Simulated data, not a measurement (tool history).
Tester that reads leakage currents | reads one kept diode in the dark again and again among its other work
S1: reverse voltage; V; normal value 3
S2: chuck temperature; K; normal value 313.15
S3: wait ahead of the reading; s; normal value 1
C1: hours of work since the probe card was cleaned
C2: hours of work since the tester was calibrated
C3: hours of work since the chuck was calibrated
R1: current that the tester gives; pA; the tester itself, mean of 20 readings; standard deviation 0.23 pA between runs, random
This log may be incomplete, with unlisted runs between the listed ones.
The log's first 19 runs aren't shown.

run 20 hour=1504 | S1=3 S2=330.15 S3=1 | C1=185 C2=1222 C3=1684 | R1=270.07
run 21 hour=1572.5 | S1=3 S2=330.15 S3=1 | C1=225 C2=1261 C3=1724 | R1=273.88
run 22 hour=1664 | S1=6.9 S2=313.15 S3=0.45 | C1=278 C2=1314 C3=1777 | R1=115.23
run 23 hour=1755.1 | S1=5.87 S2=301.15 S3=4.32 | C1=330 C2=1367 C3=1830 | R1=46.58
-- hour=1789.2 probe card cleaned and baked, once more
run 24 hour=1813.1 | S1=8.16 S2=314.15 S3=0.9 | C1=14 C2=1399 C3=1861 | R1=123
run 25 hour=1917.5 | S1=8.16 S2=314.15 S3=0.9 | C1=74 C2=1459 C3=1922 | R1=123.93
run 26 hour=1977.1 | S1=8.16 S2=314.15 S3=0.9 | C1=109 C2=1494 C3=1956 | R1=124.49
-- hour=1988.2 chuck's temperature calibrated
run 27 hour=2061.9 | S1=18.71 S2=324.15 S3=0.56 | C1=157 C2=1542 C3=43 | R1=296.48
run 28 hour=2172.8 | S1=18.71 S2=324.15 S3=5.03 | C1=221 C2=1606 C3=107 | R1=291.62
run 29 hour=2222.2 | S1=5.04 S2=297.15 S3=2.33 | C1=249 C2=1634 C3=135 | R1=26.73
run 30 hour=2277.4 | S1=1.6 S2=328.15 S3=0.48 | C1=281 C2=1666 C3=167 | R1=180.5
run 31 hour=2328.2 | S1=3 S2=313.15 S3=3.66 | C1=311 C2=1696 C3=197 | R1=76.37
run 32 hour=2384.7 | S1=3 S2=302.15 S3=3.08 | C1=343 C2=1728 C3=229 | R1=33.72
run 33 hour=2463.2 | S1=5.5 S2=313.15 S3=0.61 | C1=389 C2=1774 C3=275 | R1=94.01
run 34 hour=2563.5 | S1=2.36 S2=317.15 S3=0.37 | C1=447 C2=1832 C3=333 | R1=96.24
run 35 hour=2637.8 | S1=2.36 S2=297.15 S3=8.13 | C1=490 C2=1875 C3=376 | R1=21.2
run 36 hour=2700.9 | S1=2.36 S2=297.15 S3=8.13 | C1=526 C2=1911 C3=412 | R1=21.24
run 37 hour=2764.1 | S1=2.36 S2=297.15 S3=8.13 | C1=563 C2=1948 C3=449 | R1=21.28
run 38 hour=2871.1 | S1=3 S2=313.15 S3=3.57 | C1=625 C2=2010 C3=511 | R1=77.72
run 39 hour=2947 | S1=3 S2=295.15 S3=1 | C1=669 C2=2054 C3=555 | R1=20.38
run 40 hour=3050.4 | S1=6.04 S2=315.15 S3=0.67 | C1=728 C2=2113 C3=614 | R1=114.75
run 41 hour=3141 | S1=8.41 S2=313.15 S3=0.78 | C1=781 C2=2166 C3=667 | R1=111.07

Consider 3 possible next runs. They are alternatives, not a sequence: every one starts from the tool as it was left by run 41. What does each give?
run A hour=3193.8 | S1=1.44 S2=313.15 S3=0.78 | C1=811 C2=2196 C3=697 | R1=?
run B hour=3193.8 | S1=2.86 S2=313.15 S3=0.42 | C1=811 C2=2196 C3=697 | R1=?
run C hour=3193.8 | S1=18.45 S2=313.15 S3=5.83 | C1=811 C2=2196 C3=697 | R1=?

run=A R1=63.03
run=B R1=78.54
run=C R1=143.35
Without the tool's unlogged condition, the same runs would have read:
run=A R1=60.33
run=B R1=74.86
run=C R1=132.16
